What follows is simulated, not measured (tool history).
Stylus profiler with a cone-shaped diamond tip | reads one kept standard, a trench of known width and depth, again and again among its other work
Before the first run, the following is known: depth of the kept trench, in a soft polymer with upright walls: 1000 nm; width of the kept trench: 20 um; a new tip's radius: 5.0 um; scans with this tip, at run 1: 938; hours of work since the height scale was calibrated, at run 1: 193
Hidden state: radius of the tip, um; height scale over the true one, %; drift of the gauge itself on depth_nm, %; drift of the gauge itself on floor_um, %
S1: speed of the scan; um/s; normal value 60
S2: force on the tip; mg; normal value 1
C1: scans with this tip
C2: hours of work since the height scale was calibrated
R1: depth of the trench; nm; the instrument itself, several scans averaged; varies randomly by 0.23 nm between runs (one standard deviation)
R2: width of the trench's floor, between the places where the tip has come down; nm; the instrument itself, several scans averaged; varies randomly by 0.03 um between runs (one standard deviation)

{"run": 1, "hour": 0.0, "S1": 60, "S2": 1, "C1": 938, "C2": 193, "R1": 1007.97, "R2": 13520}
{"run": 2, "hour": 83.1, "S1": 60, "S2": 1, "C1": 1111, "C2": 229, "R1": 1007.69, "R2": 13430}
{"run": 3, "hour": 164.4, "S1": 22, "S2": 1, "C1": 1280, "C2": 264, "R1": 1008.08, "R2": 13730}
{"run": 4, "hour": 221.0, "S1": 22, "S2": 1, "C1": 1397, "C2": 288, "R1": 1007.8, "R2": 13670}
{"run": 5, "hour": 296.1, "S1": 60, "S2": 0.79, "C1": 1554, "C2": 320, "R1": 1006.54, "R2": 13400}
{"run": 6, "hour": 374.7, "S1": 60, "S2": 0.79, "C1": 1717, "C2": 354, "R1": 1006.61, "R2": 13340}
{"hour": 378.8, "done": "height scale calibrated on a step standard"}
{"run": 7, "hour": 412.3, "S1": 60, "S2": 0.79, "C1": 1794, "C2": 14, "R1": 1005.42, "R2": 13350}
{"run": 8, "hour": 466.8, "S1": 60, "S2": 0.79, "C1": 1908, "C2": 38, "R1": 1004.96, "R2": 13300}
{"run": 9, "hour": 530.5, "S1": 125, "S2": 1, "C1": 2040, "C2": 65, "R1": 1006.16, "R2": 12880}
{"hour": 586.4, "done": "height scale calibrated on a step standard, once more"}
{"run": 10, "hour": 605.1, "S1": 125, "S2": 1, "C1": 2194, "C2": 8, "R1": 1007.93, "R2": 12820}
{"run": 11, "hour": 643.7, "S1": 125, "S2": 1, "C1": 2275, "C2": 25, "R1": 1008.07, "R2": 12870}

Run 12 is up next; what results do you expect?
{"run": 12, "hour": 686.7, "S1": 86, "S2": 2.55, "C1": 2364, "C2": 43, "R1": "?", "R2": "?"}

R1: 1016.45 nm
R2: 13370 nm
If the tool had no hidden condition, the same run with the same run-to-run variation would have returned R1 1017.11 nm, R2 13640 nm.
